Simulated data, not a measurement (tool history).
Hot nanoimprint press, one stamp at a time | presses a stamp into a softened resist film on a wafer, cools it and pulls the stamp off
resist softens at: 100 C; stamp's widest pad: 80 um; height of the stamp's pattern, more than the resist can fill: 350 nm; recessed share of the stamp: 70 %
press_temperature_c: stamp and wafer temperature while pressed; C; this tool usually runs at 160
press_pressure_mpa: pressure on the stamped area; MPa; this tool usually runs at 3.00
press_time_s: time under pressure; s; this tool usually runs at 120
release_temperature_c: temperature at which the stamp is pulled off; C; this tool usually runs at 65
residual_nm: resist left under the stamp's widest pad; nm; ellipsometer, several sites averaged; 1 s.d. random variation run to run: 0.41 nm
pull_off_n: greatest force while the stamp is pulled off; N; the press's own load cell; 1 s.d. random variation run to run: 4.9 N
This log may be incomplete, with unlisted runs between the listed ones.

run   hour  press_temperature_c  press_pressure_mpa  press_time_s  release_temperature_c  residual_nm  pull_off_n
  1    0.0                  160                3.00           120                     65        105.9         240
  2   17.1                  160                3.00           120                     58        105.6         254
  3   45.1                  160                3.00           120                     65        106.0         241
  4   59.4                  160                3.00           120                     65        106.4         248
  5   92.3                  160                3.00           120                     65        105.8         240
  6  110.9                  160                3.00           120                     65        106.2         243
  7  138.2                  160                3.00           120                     65        105.7         251
  8  175.5                  160                3.00           120                     65        106.3         236
  9  206.2                  160                3.00           120                     65        106.8         241
 10  237.6                  160                2.58           120                     65        113.9         242
 11  252.9                  159                3.96            81                     55        111.9         256
 12  283.1                  165                3.00           145                     65         74.9         244
 13  304.7                  165                3.00           145                     65         75.0         239
 14  333.0                  159                3.00           160                     65        102.1         244
 15  350.8                  162                4.33           106                     71         82.1         230
 16  379.2                  162                4.33           106                     71         81.9         230
 17  401.4                  162                4.33           106                     71         82.0         235
 18  425.0                  152                3.00           120                     73        154.7         218
 19  447.5                  152                3.00           120                     73        154.6         241
 20  466.4                  152                3.00           120                     73        155.7         222

Taken out of this log: 2 entries between the listed runs. Where each belongs, and how the hidden state differs across it:
Runs 1 to 2: plate thermocouple calibrated (hour 11.3)
  true temperature over the reading, C: 0.02 -> -0.01; grip of the stamp's worn release coat, % over a new coat's: 1.3 -> 1.4
Runs 7 to 8: stamp cleaned and given a new release coat (hour 149.7)
  grip of the stamp's worn release coat, % over a new coat's: 1.8 -> 0.1
